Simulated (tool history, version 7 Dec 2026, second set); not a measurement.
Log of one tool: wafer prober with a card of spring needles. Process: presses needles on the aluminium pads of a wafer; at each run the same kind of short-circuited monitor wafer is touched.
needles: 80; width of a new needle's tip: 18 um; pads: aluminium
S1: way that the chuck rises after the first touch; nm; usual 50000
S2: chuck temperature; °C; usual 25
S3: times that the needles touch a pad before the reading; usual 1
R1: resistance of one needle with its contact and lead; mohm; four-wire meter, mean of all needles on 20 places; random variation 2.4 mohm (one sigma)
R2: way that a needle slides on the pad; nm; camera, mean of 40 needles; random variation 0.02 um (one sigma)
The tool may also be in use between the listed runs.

run 1 hour=0 | S1=50000 S2=25 S3=1 | R1=273 R2=6180
-- hour=5.3 tips cleaned on abrasive film
-- hour=35.3 tips cleaned on abrasive film
-- hour=61.4 tips cleaned on abrasive film
run 2 hour=64.7 | S1=50000 S2=110 S3=1 | R1=292 R2=6210
-- hour=86 tips cleaned on abrasive film
run 3 hour=109.5 | S1=50000 S2=110 S3=1 | R1=295 R2=6180
-- hour=115.7 tips cleaned on abrasive film
-- hour=143.6 tips cleaned on abrasive film
run 4 hour=157.9 | S1=34000 S2=25 S3=1 | R1=272 R2=4200
-- hour=168.2 tips cleaned on abrasive film
-- hour=196.3 tips cleaned on abrasive film
-- hour=223.7 tips cleaned on abrasive film
run 5 hour=235.5 | S1=34000 S2=25 S3=1 | R1=276 R2=4200
-- hour=251.7 tips cleaned on abrasive film
-- hour=279.9 tips cleaned on abrasive film
-- hour=305.5 tips cleaned on abrasive film
run 6 hour=305.5 | S1=34000 S2=25 S3=1 | R1=269 R2=4250
-- hour=332.2 tips cleaned on abrasive film
run 7 hour=344.8 | S1=34000 S2=30 S3=1 | R1=274 R2=4190
-- hour=362.5 tips cleaned on abrasive film
-- hour=387.3 tips cleaned on abrasive film
run 8 hour=387.3 | S1=34000 S2=30 S3=1 | R1=270 R2=4210
-- hour=417.1 tips cleaned on abrasive film
run 9 hour=441.2 | S1=34000 S2=30 S3=1 | R1=278 R2=4230
-- hour=447.4 tips cleaned on abrasive film
-- hour=477.4 tips cleaned on abrasive film
run 10 hour=488.1 | S1=34000 S2=30 S3=1 | R1=273 R2=4230
-- hour=503.9 tips cleaned on abrasive film
-- hour=534.3 tips cleaned on abrasive film
run 11 hour=540.4 | S1=34000 S2=30 S3=1 | R1=276 R2=4190
-- hour=563.6 tips cleaned on abrasive film
run 12 hour=584.8 | S1=50000 S2=25 S3=1 | R1=268 R2=6200
-- hour=591 tips cleaned on abrasive film
-- hour=617.7 tips cleaned on abrasive film
run 13 hour=634.4 | S1=50000 S2=25 S3=2 | R1=271 R2=6210
-- hour=644.8 tips cleaned on abrasive film
-- hour=670.5 tips cleaned on abrasive film
-- hour=697.6 tips cleaned on abrasive film
run 14 hour=722 | S1=50000 S2=25 S3=2 | R1=267 R2=6200
-- hour=728.2 tips cleaned on abrasive film
-- hour=755.5 tips cleaned on abrasive film
-- hour=761.9 height of the first contact set anew
-- hour=783.7 tips cleaned on abrasive film
run 15 hour=797.5 | S1=32000 S2=80 S3=3 | R1=291 R2=3970
-- hour=811.9 tips cleaned on abrasive film
-- hour=838.6 tips cleaned on abrasive film
run 16 hour=857.8 | S1=50000 S2=74 S3=2 | R1=281 R2=6210
-- hour=863.9 tips cleaned on abrasive film
-- hour=890.3 tips cleaned on abrasive film
-- hour=919 tips cleaned on abrasive film
run 17 hour=923.2 | S1=50000 S2=74 S3=2 | R1=288 R2=6230
-- hour=946 tips cleaned on abrasive film
-- hour=972.2 tips cleaned on abrasive film
-- hour=997.9 tips cleaned on abrasive film
run 18 hour=997.9 | S1=50000 S2=74 S3=2 | R1=278 R2=6230
-- hour=1022.8 tips cleaned on abrasive film
-- hour=1048.8 tips cleaned on abrasive film
run 19 hour=1051.9 | S1=65000 S2=26 S3=2 | R1=267 R2=8040
-- hour=1075.9 tips cleaned on abrasive film
-- hour=1103.2 tips cleaned on abrasive film
run 20 hour=1103.2 | S1=50000 S2=25 S3=2 | R1=268 R2=6200
-- hour=1131.2 tips cleaned on abrasive film
run 21 hour=1139.2 | S1=50000 S2=25 S3=2 | R1=270 R2=6220
-- hour=1157.6 tips cleaned on abrasive film
-- hour=1183.3 tips cleaned on abrasive film
run 22 hour=1183.3 | S1=50000 S2=25 S3=2 | R1=267 R2=6200
-- hour=1211.9 tips cleaned on abrasive film
-- hour=1240.6 tips cleaned on abrasive film
run 23 hour=1252.4 | S1=48000 S2=112 S3=2 | R1=290 R2=5990
-- hour=1266.8 tips cleaned on abrasive film
run 24 hour=1290.1 | S1=48000 S2=112 S3=2 | R1=293 R2=5960
-- hour=1296.3 tips cleaned on abrasive film
-- hour=1322.1 tips cleaned on abrasive film
-- hour=1349.6 tips cleaned on abrasive film
run 25 hour=1371.9 | S1=59000 S2=25 S3=1 | R1=262 R2=7330
-- hour=1378 tips cleaned on abrasive film
-- hour=1405.2 tips cleaned on abrasive film
run 26 hour=1407 | S1=38000 S2=25 S3=1 | R1=270 R2=4720
-- hour=1434.9 tips cleaned on abrasive film
-- hour=1459.5 tips cleaned on abrasive film
run 27 hour=1469.2 | S1=46000 S2=28 S3=2 | R1=267 R2=5710
-- hour=1489.7 tips cleaned on abrasive film
-- hour=1515 tips cleaned on abrasive film
-- hour=1541.1 tips cleaned on abrasive film
run 28 hour=1543.1 | S1=46000 S2=50 S3=2 | R1=278 R2=5690

4 ways to go on from here, each from the tool as it stands after run 28. What would each give?
-- hour=1565.8 tips cleaned on abrasive film
-- hour=1566.1 height of the first contact set anew
-- hour=1595.5 tips cleaned on abrasive film
-- hour=1623.8 tips cleaned on abrasive film
run A hour=1628.7 | S1=50000 S2=25 S3=3 | R1=? R2=?
-- hour=1565.8 tips cleaned on abrasive film
-- hour=1566.1 height of the first contact set anew
-- hour=1595.5 tips cleaned on abrasive film
-- hour=1623.8 tips cleaned on abrasive film
run B hour=1628.7 | S1=63000 S2=44 S3=3 | R1=? R2=?
-- hour=1565.8 tips cleaned on abrasive film
-- hour=1566.1 height of the first contact set anew
-- hour=1595.5 tips cleaned on abrasive film
-- hour=1623.8 tips cleaned on abrasive film
run C hour=1628.7 | S1=50000 S2=26 S3=2 | R1=? R2=?
-- hour=1565.8 tips cleaned on abrasive film
-- hour=1566.1 height of the first contact set anew
-- hour=1595.5 tips cleaned on abrasive film
-- hour=1623.8 tips cleaned on abrasive film
run D hour=1628.7 | S1=50000 S2=28 S3=2 | R1=? R2=?

run=A R1=267 R2=6210
run=B R1=277 R2=7820
run=C R1=272 R2=6200
run=D R1=272 R2=6200
Without the tool's hidden state the same runs would have given:
run=A R1=267 R2=6210
run=B R1=277 R2=7820
run=C R1=272 R2=6200
run=D R1=271 R2=6200
